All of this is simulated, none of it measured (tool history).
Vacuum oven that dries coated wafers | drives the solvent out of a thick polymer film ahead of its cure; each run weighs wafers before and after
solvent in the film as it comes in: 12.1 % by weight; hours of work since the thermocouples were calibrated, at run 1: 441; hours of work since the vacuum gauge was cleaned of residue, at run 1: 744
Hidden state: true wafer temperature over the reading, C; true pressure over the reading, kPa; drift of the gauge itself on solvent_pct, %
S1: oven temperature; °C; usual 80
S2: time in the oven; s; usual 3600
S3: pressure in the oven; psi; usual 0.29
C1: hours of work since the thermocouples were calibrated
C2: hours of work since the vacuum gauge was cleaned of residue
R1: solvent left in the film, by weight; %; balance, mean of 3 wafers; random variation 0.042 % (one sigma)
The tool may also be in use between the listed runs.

run	day	S1	S2	S3	C1	C2	R1
1	0	80	3600	0.29	441	744	1.36
2	1.008	80	3600	0.29	458	762	1.42
3	1.562	80	3600	0.29	468	771	1.33
4	2.067	80	3600	0.29	477	780	1.33
5	3.233	80	3600	0.29	497	801	1.34
6	4.046	80	3600	0.29	511	815	1.4
7	4.825	80	3600	0.29	525	828	1.35
8	5.317	80	3600	0.29	534	837	1.42
9	5.921	80	3600	0.29	544	848	1.46
10	6.754	80	3600	0.29	559	862	1.45
11	7.392	80	3600	0.29	570	873	1.38
12	8.267	75	3600	0.645	585	889	3.12
13	8.883	75	3600	0.645	596	900	3.19
14	9.767	75	4260	0.55	612	915	2.56
15	10.5	85	3600	0.216	625	928	0.72
16	11.208	85	3600	0.205	637	940	0.76
17	11.829	85	3600	0.205	648	951	0.74
18	12.329	92	5400	0.181	657	960	0.41
19	13.221	80	2340	0.767	672	976	3.47
20	14.354	84	4320	0.303	692	995	0.92
21	15.275	83	2160	0.303	708	1011	2.14

4 ways to go on from here, each from the tool as it stands after run 21. What would each give?
A	16.083	70	2640	0.399	722	1026	?
B	16.083	80	3060	1.014	722	1026	?
C	16.083	91	3600	0.29	722	1026	?
D	16.083	70	2160	0.444	722	1026	?

run	R1
A	4.42
B	3.57
C	0.62
D	5.19
Without the tool's hidden state the same runs would have given:
run	R1
A	3.86
B	3.11
C	0.5
D	4.63
